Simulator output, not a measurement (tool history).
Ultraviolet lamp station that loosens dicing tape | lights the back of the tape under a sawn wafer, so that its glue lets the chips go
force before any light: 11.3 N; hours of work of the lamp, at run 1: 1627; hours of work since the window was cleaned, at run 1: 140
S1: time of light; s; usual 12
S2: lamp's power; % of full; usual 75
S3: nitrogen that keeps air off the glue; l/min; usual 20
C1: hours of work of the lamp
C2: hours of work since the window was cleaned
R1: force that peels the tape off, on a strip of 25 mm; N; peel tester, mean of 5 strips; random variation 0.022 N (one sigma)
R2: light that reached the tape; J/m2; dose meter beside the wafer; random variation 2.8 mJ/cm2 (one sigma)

run    hour  S1  S2  S3    C1   C2     R1    R2
  1     0.0  12  75  20  1627  140  2.381  2620
  2    47.3  12  75  20  1647  159  2.371  2610
  3    87.5  12  75  20  1664  176  2.419  2600
  4   173.0  12  75  20  1700  212  2.416  2510
  5   232.6  12  75  20  1725  237  2.445  2510
  6   278.5  12  75  20  1744  256  2.405  2490
  7   332.6  12  75  20  1767  279  2.583  2410
  8   394.3  12  71  20  1793  305  2.817  2310
  9   472.4  12  88  20  1825  338  2.099  2790
 10   519.8  12  88  20  1845  358  2.209  2780
 11   603.9   9  75  20  1881  393  4.077  1730
      614.1  -- window cleaned of glue's vapour
 12   677.6   9  75  20  1911   27  4.163  1660
      713.1  -- lamp changed
 13   733.3   9  75  20     9   50  2.288  2650
 14   799.9   9  75  20    36   78  2.290  2630
 15   891.5   9  75  20    75  116  2.490  2540
 16   974.1  12  75  30   110  151  1.164  3390
      999.5  -- window cleaned of glue's vapour, once more
 17  1047.6  12  75  20   140   20  1.185  3830
 18  1117.4  12  75  20   170   50  1.239  3740
 19  1196.2  19  75  20   203   83  0.425  5870
 20  1264.3  19  75  20   231  111  0.453  5790
 21  1335.8  12  75  20   261  141  1.328  3620
 22  1379.5  12  66  16   280  160  1.945  3210
 23  1436.9  12  66  16   304  184  2.010  3170
 24  1517.2  12  66  16   337  217  1.940  3160
 25  1604.6  19  66  16   374  254  0.828  4870
 26  1646.6  19  66  16   392  272  0.836  4860
 27  1705.6  12  68  24   417  297  1.613  3090
 28  1794.7  12  68  24   454  334  1.583  3080
 29  1862.7  11  85  20   482  362  1.494  3420
 30  1906.1  11  85  20   501  381  1.459  3400
     1944.4  -- window cleaned of glue's vapour
 31  1951.1  10  75  16   519    3  2.284  2890
 32  2021.9   9  75   9   549   33  3.488  2580
 33  2084.0   9  99   9   575   59  2.521  3350
 34  2175.1  14  99   9   613   97  1.146  5210
 35  2226.4  14  99   9   635  118  1.213  5240
 36  2278.5  12  64   8   657  140  3.253  2850
 37  2360.7  12  64   8   691  175  3.385  2850
 38  2425.9  10  60  25   719  202  2.781  2170
 39  2474.0  10  87  33   739  222  1.306  3140
 40  2526.0  22  70  12   761  244  0.830  5430
 41  2595.0  22  70  12   790  273  0.811  5380
 42  2653.9  22  70  12   815  298  0.849  5320

Forecast each of these 5 alternatives for the next run:
  A  2744.0  22  64  12  852  336   ?   ?
  B  2744.0   9  76   8  852  336   ?   ?
  C  2744.0   9  85  20  852  336   ?   ?
  D  2744.0  22  74  14  852  336   ?   ?
  E  2744.0  20  61   7  852  336   ?   ?

run     R1    R2
  A  1.091  4780
  B  4.221  2320
  C  2.445  2610
  D  0.667  5500
  E  2.103  4090
Without the tool's hidden state the same runs would have given:
run     R1    R2
  A  0.594  6230
  B  3.131  3030
  C  1.560  3400
  D  0.353  7160
  E  1.304  5340
